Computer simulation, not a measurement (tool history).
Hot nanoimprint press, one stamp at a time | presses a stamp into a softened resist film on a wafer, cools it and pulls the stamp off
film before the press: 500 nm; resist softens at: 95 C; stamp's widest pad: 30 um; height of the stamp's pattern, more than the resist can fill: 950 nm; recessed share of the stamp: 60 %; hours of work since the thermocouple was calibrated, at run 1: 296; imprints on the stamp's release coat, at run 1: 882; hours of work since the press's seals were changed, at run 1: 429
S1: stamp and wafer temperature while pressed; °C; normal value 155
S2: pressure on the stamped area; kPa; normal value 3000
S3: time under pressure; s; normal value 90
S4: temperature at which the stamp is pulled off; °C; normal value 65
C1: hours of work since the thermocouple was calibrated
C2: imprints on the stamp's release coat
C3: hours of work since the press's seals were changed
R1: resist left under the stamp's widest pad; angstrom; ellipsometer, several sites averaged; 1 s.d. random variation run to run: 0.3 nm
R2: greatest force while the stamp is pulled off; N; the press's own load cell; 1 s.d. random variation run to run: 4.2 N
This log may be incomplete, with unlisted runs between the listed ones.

run	hour	S1	S2	S3	S4	C1	C2	C3	R1	R2
1	0.0	155	3000	90	65	296	882	429	2394	234
2	42.3	155	3000	90	65	326	1040	459	2391	243
3	74.8	155	3000	90	65	349	1162	482	2393	250
# hour 80.3: plate thermocouple calibrated
4	133.9	155	3000	90	65	38	1371	522	2423	261
5	183.8	155	3000	90	65	74	1557	557	2413	264
6	225.0	155	3000	90	65	103	1711	587	2414	274
7	260.8	155	3000	119	65	128	1844	612	2195	283
8	314.9	164	3000	90	65	167	2046	651	1645	282
9	346.1	164	3000	90	65	189	2163	673	1641	295
10	403.2	155	3000	59	70	230	2376	714	2741	287
# hour 438.8: stamp cleaned and given a new release coat
11	442.5	166	2100	162	53	253	14	737	1483	240
12	481.1	164	2360	141	53	281	158	765	1585	248
13	528.4	149	2360	141	53	314	335	798	2984	254
14	566.8	149	2360	141	53	342	478	826	2970	267
# hour 581.3: plate thermocouple calibrated
15	620.8	155	2490	65	55	28	668	862	2974	267

Here are 5 independent what-if runs from the current tool condition. What would each one return?
# hour 651.1: press's hydraulic seals changed and the load cell set to zero
A	675.5	155	3000	110	65	61	842	17	?	?
# hour 651.1: press's hydraulic seals changed and the load cell set to zero
B	675.5	149	2490	65	61	61	842	17	?	?
# hour 651.1: press's hydraulic seals changed and the load cell set to zero
C	675.5	144	4220	120	55	61	842	17	?	?
# hour 651.1: press's hydraulic seals changed and the load cell set to zero
D	675.5	155	2740	138	59	61	842	17	?	?
# hour 651.1: press's hydraulic seals changed and the load cell set to zero
E	675.5	155	2490	85	64	61	842	17	?	?

run	R1	R2
A	2254	238
B	3596	250
C	2984	270
D	2184	258
E	2692	242
Without the tool's hidden state the same runs would have given:
run	R1	R2
A	2265	205
B	3606	216
C	2999	232
D	2193	223
E	2701	209
